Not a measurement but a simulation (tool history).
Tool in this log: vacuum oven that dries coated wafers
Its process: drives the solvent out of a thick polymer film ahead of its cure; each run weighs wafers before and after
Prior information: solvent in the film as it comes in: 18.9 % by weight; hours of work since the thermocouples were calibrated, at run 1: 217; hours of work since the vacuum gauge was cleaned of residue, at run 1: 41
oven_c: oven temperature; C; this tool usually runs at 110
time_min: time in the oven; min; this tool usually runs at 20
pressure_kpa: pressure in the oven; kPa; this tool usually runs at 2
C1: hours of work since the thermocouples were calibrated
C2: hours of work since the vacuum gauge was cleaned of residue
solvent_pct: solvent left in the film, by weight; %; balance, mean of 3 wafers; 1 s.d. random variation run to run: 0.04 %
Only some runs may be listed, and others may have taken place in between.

{"run": 1, "hour": 0.0, "oven_c": 110, "time_min": 20, "pressure_kpa": 2, "C1": 217, "C2": 41, "solvent_pct": 1.07}
{"run": 2, "hour": 9.1, "oven_c": 110, "time_min": 20, "pressure_kpa": 2, "C1": 224, "C2": 47, "solvent_pct": 1.11}
{"run": 3, "hour": 20.0, "oven_c": 110, "time_min": 20, "pressure_kpa": 1.44, "C1": 232, "C2": 55, "solvent_pct": 0.97}
{"run": 4, "hour": 40.2, "oven_c": 118, "time_min": 20, "pressure_kpa": 2, "C1": 246, "C2": 70, "solvent_pct": 0.57}
{"run": 5, "hour": 54.0, "oven_c": 118, "time_min": 20, "pressure_kpa": 2, "C1": 257, "C2": 80, "solvent_pct": 0.61}
{"run": 6, "hour": 74.6, "oven_c": 115, "time_min": 20, "pressure_kpa": 2, "C1": 272, "C2": 95, "solvent_pct": 0.72}
{"run": 7, "hour": 90.4, "oven_c": 115, "time_min": 20, "pressure_kpa": 2, "C1": 283, "C2": 107, "solvent_pct": 0.66}
{"run": 8, "hour": 111.7, "oven_c": 110, "time_min": 20, "pressure_kpa": 2, "C1": 299, "C2": 122, "solvent_pct": 1.19}
{"run": 9, "hour": 121.0, "oven_c": 110, "time_min": 20, "pressure_kpa": 1.11, "C1": 305, "C2": 129, "solvent_pct": 0.87}
{"run": 10, "hour": 141.1, "oven_c": 110, "time_min": 20, "pressure_kpa": 1.11, "C1": 320, "C2": 144, "solvent_pct": 0.84}
{"run": 11, "hour": 155.5, "oven_c": 110, "time_min": 20, "pressure_kpa": 2, "C1": 331, "C2": 154, "solvent_pct": 1.13}
{"run": 12, "hour": 174.2, "oven_c": 110, "time_min": 23, "pressure_kpa": 2, "C1": 344, "C2": 168, "solvent_pct": 0.94}
{"run": 13, "hour": 185.4, "oven_c": 110, "time_min": 23, "pressure_kpa": 2, "C1": 352, "C2": 176, "solvent_pct": 0.97}
{"run": 14, "hour": 203.7, "oven_c": 110, "time_min": 23, "pressure_kpa": 2, "C1": 366, "C2": 189, "solvent_pct": 0.89}
{"run": 15, "hour": 226.0, "oven_c": 110, "time_min": 20, "pressure_kpa": 2, "C1": 382, "C2": 206, "solvent_pct": 1.09}
{"run": 16, "hour": 247.6, "oven_c": 110, "time_min": 20, "pressure_kpa": 2, "C1": 398, "C2": 221, "solvent_pct": 1.2}
{"run": 17, "hour": 264.6, "oven_c": 110, "time_min": 20, "pressure_kpa": 2, "C1": 410, "C2": 234, "solvent_pct": 1.16}
{"run": 18, "hour": 277.7, "oven_c": 110, "time_min": 20, "pressure_kpa": 2, "C1": 420, "C2": 243, "solvent_pct": 1.14}
{"run": 19, "hour": 295.7, "oven_c": 110, "time_min": 20, "pressure_kpa": 2, "C1": 433, "C2": 257, "solvent_pct": 1.11}
{"run": 20, "hour": 309.3, "oven_c": 110, "time_min": 20, "pressure_kpa": 2, "C1": 443, "C2": 266, "solvent_pct": 1.19}
{"run": 21, "hour": 330.9, "oven_c": 110, "time_min": 20, "pressure_kpa": 2, "C1": 459, "C2": 282, "solvent_pct": 1.13}
{"run": 22, "hour": 340.6, "oven_c": 110, "time_min": 20, "pressure_kpa": 2, "C1": 466, "C2": 289, "solvent_pct": 1.07}
{"run": 23, "hour": 358.2, "oven_c": 110, "time_min": 20, "pressure_kpa": 2, "C1": 479, "C2": 302, "solvent_pct": 1.14}
{"run": 24, "hour": 368.8, "oven_c": 119, "time_min": 20, "pressure_kpa": 1.01, "C1": 486, "C2": 310, "solvent_pct": 0.31}
{"run": 25, "hour": 377.9, "oven_c": 119, "time_min": 20, "pressure_kpa": 1.01, "C1": 493, "C2": 317, "solvent_pct": 0.32}
{"run": 26, "hour": 392.1, "oven_c": 119, "time_min": 20, "pressure_kpa": 4.5, "C1": 503, "C2": 327, "solvent_pct": 1.07}
{"run": 27, "hour": 405.9, "oven_c": 119, "time_min": 20, "pressure_kpa": 4.61, "C1": 513, "C2": 337, "solvent_pct": 1.07}
{"run": 28, "hour": 425.6, "oven_c": 119, "time_min": 20, "pressure_kpa": 4.61, "C1": 528, "C2": 351, "solvent_pct": 1.04}
{"run": 29, "hour": 445.1, "oven_c": 118, "time_min": 17, "pressure_kpa": 6.32, "C1": 542, "C2": 366, "solvent_pct": 1.57}
{"run": 30, "hour": 458.3, "oven_c": 118, "time_min": 17, "pressure_kpa": 6.32, "C1": 552, "C2": 375, "solvent_pct": 1.63}
{"run": 31, "hour": 467.8, "oven_c": 102, "time_min": 20, "pressure_kpa": 4.23, "C1": 559, "C2": 382, "solvent_pct": 3.16}
{"run": 32, "hour": 489.8, "oven_c": 124, "time_min": 20, "pressure_kpa": 1.5, "C1": 575, "C2": 398, "solvent_pct": 0.27}
{"run": 33, "hour": 499.4, "oven_c": 97, "time_min": 25, "pressure_kpa": 6.93, "C1": 582, "C2": 405, "solvent_pct": 4.72}
{"run": 34, "hour": 520.1, "oven_c": 97, "time_min": 25, "pressure_kpa": 6.93, "C1": 597, "C2": 420, "solvent_pct": 4.77}
{"run": 35, "hour": 542.3, "oven_c": 97, "time_min": 25, "pressure_kpa": 6.93, "C1": 613, "C2": 437, "solvent_pct": 4.8}
{"run": 36, "hour": 562.0, "oven_c": 97, "time_min": 25, "pressure_kpa": 6.93, "C1": 627, "C2": 451, "solvent_pct": 4.82}
{"run": 37, "hour": 571.3, "oven_c": 125, "time_min": 12, "pressure_kpa": 1.41, "C1": 634, "C2": 458, "solvent_pct": 0.41}
{"run": 38, "hour": 591.1, "oven_c": 125, "time_min": 12, "pressure_kpa": 1.41, "C1": 649, "C2": 472, "solvent_pct": 0.45}
{"run": 39, "hour": 602.8, "oven_c": 119, "time_min": 26, "pressure_kpa": 2.06, "C1": 657, "C2": 481, "solvent_pct": 0.4}
{"run": 40, "hour": 619.1, "oven_c": 101, "time_min": 18, "pressure_kpa": 1.58, "C1": 669, "C2": 493, "solvent_pct": 3.03}
{"run": 41, "hour": 628.6, "oven_c": 108, "time_min": 20, "pressure_kpa": 3.61, "C1": 676, "C2": 500, "solvent_pct": 1.8}
{"run": 42, "hour": 638.1, "oven_c": 102, "time_min": 20, "pressure_kpa": 2, "C1": 683, "C2": 507, "solvent_pct": 2.49}

Run 43 comes next. What will it give?
{"run": 43, "hour": 655.0, "oven_c": 96, "time_min": 30, "pressure_kpa": 3.96, "C1": 695, "C2": 519, "solvent_pct": "?"}

{"run 43": {"solvent_pct": 3.26}}
Without the tool's hidden state the same run would have given solvent_pct 3.24 %.

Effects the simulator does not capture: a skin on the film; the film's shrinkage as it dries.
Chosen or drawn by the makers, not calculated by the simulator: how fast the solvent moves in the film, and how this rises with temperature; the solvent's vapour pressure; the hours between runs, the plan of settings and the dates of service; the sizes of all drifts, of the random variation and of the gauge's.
